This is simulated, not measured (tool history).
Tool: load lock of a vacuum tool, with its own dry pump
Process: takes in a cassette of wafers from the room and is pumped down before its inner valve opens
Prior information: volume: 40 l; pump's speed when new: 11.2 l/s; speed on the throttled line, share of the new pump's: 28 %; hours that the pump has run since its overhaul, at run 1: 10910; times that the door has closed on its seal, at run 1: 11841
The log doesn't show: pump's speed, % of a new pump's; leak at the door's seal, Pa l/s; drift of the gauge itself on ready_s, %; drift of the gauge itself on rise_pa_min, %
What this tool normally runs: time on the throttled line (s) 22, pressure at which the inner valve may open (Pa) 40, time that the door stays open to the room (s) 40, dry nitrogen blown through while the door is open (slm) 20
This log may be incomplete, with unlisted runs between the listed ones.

run	day	time on the throttled line (s)	pressure at which the inner valve may open (Pa)	time that the door stays open to the room (s)	dry nitrogen blown through while the door is open (slm)	hours that the pump has run since its overhaul	times that the door has closed on its seal	incoming humidity of the room's air, %	time from the closed door until the inner valve may open (s)	rise of the pressure with all valves shut (Pa/min)
1	0	22	40	40	20	10910	11841	40.9	47.8	0.142
2	4.692	22	40	40	20	11023	12094	40.7	47.4	0.146
3	9.475	22	40	40	20	11138	12351	46.5	47.3	0.154
4	15.138	22	40	40	20	11274	12656	42.5	47.5	0.155
5	18.05	22	40	40	20	11344	12813	46.1	47.9	0.161
6	20.742	22	40	40	20	11408	12958	46.5	47.5	0.164
7	23.838	22	49	40	22	11483	13125	45.6	46.5	0.162
8	29.788	22	80	40	7	11625	13445	42.9	44.8	0.173
9	35.279	12	36	49	16	11757	13741	44.8	41.4	0.179
10	41.533	12	36	49	16	11907	14077	44.4	41.5	0.185
11	45.771	22	50	198	20	12009	14306	46.3	46.7	0.221
12	49.95	13	40	40	36	12109	14531	43.8	41.8	0.183

3 ways to go on from here, each from the tool as it stands after run 12. What would each give?
A	56.433	28	40	235	21	12265	14880	46.4	?	?
B	56.433	13	40	40	13	12265	14880	45.6	?	?
C	56.433	13	40	89	36	12265	14880	44.4	?	?

run	time from the closed door until the inner valve may open (s)	rise of the pressure with all valves shut (Pa/min)
A	52.3	0.244
B	42	0.198
C	42	0.202
With no hidden state in the tool, these same runs would have given:
run	time from the closed door until the inner valve may open (s)	rise of the pressure with all valves shut (Pa/min)
A	48.5	0.071
B	37.5	0.024
C	37.4	0.029
